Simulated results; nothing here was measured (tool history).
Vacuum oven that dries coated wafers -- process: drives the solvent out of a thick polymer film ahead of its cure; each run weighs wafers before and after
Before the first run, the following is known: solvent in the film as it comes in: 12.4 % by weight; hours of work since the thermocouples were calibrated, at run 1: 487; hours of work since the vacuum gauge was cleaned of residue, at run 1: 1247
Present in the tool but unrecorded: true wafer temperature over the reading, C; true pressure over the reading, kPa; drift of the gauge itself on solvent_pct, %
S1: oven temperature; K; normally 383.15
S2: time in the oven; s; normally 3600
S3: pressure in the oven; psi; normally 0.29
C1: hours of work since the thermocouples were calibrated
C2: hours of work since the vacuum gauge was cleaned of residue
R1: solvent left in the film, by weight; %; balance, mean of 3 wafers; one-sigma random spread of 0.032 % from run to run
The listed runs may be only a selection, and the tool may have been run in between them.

{"run": 1, "hour": 0.0, "S1": 383.15, "S2": 3600, "S3": 0.29, "C1": 487, "C2": 1247, "R1": 3.76}
{"run": 2, "hour": 36.6, "S1": 383.15, "S2": 3600, "S3": 0.29, "C1": 516, "C2": 1276, "R1": 3.7}
{"run": 3, "hour": 86.4, "S1": 383.15, "S2": 3600, "S3": 0.29, "C1": 556, "C2": 1316, "R1": 3.74}
{"run": 4, "hour": 115.5, "S1": 383.15, "S2": 3600, "S3": 0.29, "C1": 579, "C2": 1339, "R1": 3.71}
{"run": 5, "hour": 167.4, "S1": 383.15, "S2": 3600, "S3": 0.29, "C1": 620, "C2": 1380, "R1": 3.73}
{"run": 6, "hour": 198.6, "S1": 383.15, "S2": 2580, "S3": 0.29, "C1": 645, "C2": 1405, "R1": 4.72}
{"run": 7, "hour": 230.6, "S1": 383.15, "S2": 2580, "S3": 0.29, "C1": 670, "C2": 1430, "R1": 4.7}
{"run": 8, "hour": 273.5, "S1": 383.15, "S2": 2580, "S3": 0.29, "C1": 705, "C2": 1464, "R1": 4.67}
{"run": 9, "hour": 327.5, "S1": 383.15, "S2": 2580, "S3": 0.29, "C1": 748, "C2": 1507, "R1": 4.72}
{"run": 10, "hour": 371.0, "S1": 383.15, "S2": 3120, "S3": 0.29, "C1": 782, "C2": 1542, "R1": 4.15}
{"run": 11, "hour": 409.1, "S1": 383.15, "S2": 3600, "S3": 0.29, "C1": 812, "C2": 1572, "R1": 3.76}
{"run": 12, "hour": 459.4, "S1": 383.15, "S2": 3600, "S3": 0.29, "C1": 852, "C2": 1612, "R1": 3.71}
{"run": 13, "hour": 487.4, "S1": 383.15, "S2": 3600, "S3": 0.309, "C1": 875, "C2": 1634, "R1": 3.8}
{"run": 14, "hour": 526.5, "S1": 383.15, "S2": 3600, "S3": 0.309, "C1": 906, "C2": 1666, "R1": 3.79}
{"run": 15, "hour": 551.0, "S1": 383.15, "S2": 4740, "S3": 0.526, "C1": 925, "C2": 1685, "R1": 4.27}
{"run": 16, "hour": 583.3, "S1": 389.15, "S2": 5100, "S3": 0.161, "C1": 951, "C2": 1711, "R1": 1.5}
{"hour": 587.6, "done": "oven's thermocouples calibrated"}
{"run": 17, "hour": 626.2, "S1": 389.15, "S2": 5100, "S3": 0.161, "C1": 31, "C2": 1743, "R1": 1.44}
{"run": 18, "hour": 657.8, "S1": 369.15, "S2": 4260, "S3": 0.918, "C1": 56, "C2": 1768, "R1": 9.84}
{"run": 19, "hour": 686.7, "S1": 379.15, "S2": 5280, "S3": 0.321, "C1": 79, "C2": 1791, "R1": 3.52}
{"run": 20, "hour": 727.2, "S1": 379.15, "S2": 2820, "S3": 0.321, "C1": 111, "C2": 1824, "R1": 5.19}
{"run": 21, "hour": 764.4, "S1": 371.15, "S2": 1800, "S3": 0.724, "C1": 141, "C2": 1853, "R1": 9.59}
{"run": 22, "hour": 806.2, "S1": 393.15, "S2": 3000, "S3": 0.234, "C1": 174, "C2": 1886, "R1": 2.29}
{"hour": 854.0, "done": "oven's thermocouples calibrated, once more"}
{"run": 23, "hour": 860.6, "S1": 393.15, "S2": 3000, "S3": 0.234, "C1": 5, "C2": 1928, "R1": 2.58}
{"run": 24, "hour": 899.1, "S1": 393.15, "S2": 3000, "S3": 0.234, "C1": 36, "C2": 1959, "R1": 2.57}
{"run": 25, "hour": 921.5, "S1": 383.15, "S2": 2400, "S3": 0.782, "C1": 54, "C2": 1976, "R1": 7.25}
{"run": 26, "hour": 967.4, "S1": 368.15, "S2": 3600, "S3": 0.406, "C1": 90, "C2": 2013, "R1": 7.83}
{"run": 27, "hour": 1003.9, "S1": 368.15, "S2": 5760, "S3": 0.35, "C1": 119, "C2": 2042, "R1": 6.34}

Same runs, no hidden state in the tool, same run-to-run variation:
run=1 R1=3.67
run=2 R1=3.6
run=3 R1=3.65
run=4 R1=3.62
run=5 R1=3.64
run=6 R1=4.68
run=7 R1=4.66
run=8 R1=4.63
run=9 R1=4.68
run=10 R1=4.1
run=11 R1=3.68
run=12 R1=3.64
run=13 R1=3.73
run=14 R1=3.72
run=15 R1=4.18
run=16 R1=1.32
run=17 R1=1.34
run=18 R1=10.04
run=19 R1=3.53
run=20 R1=5.35
run=21 R1=9.74
run=22 R1=2.35
run=23 R1=2.28
run=24 R1=2.28
run=25 R1=6.93
run=26 R1=7.36
run=27 R1=5.75
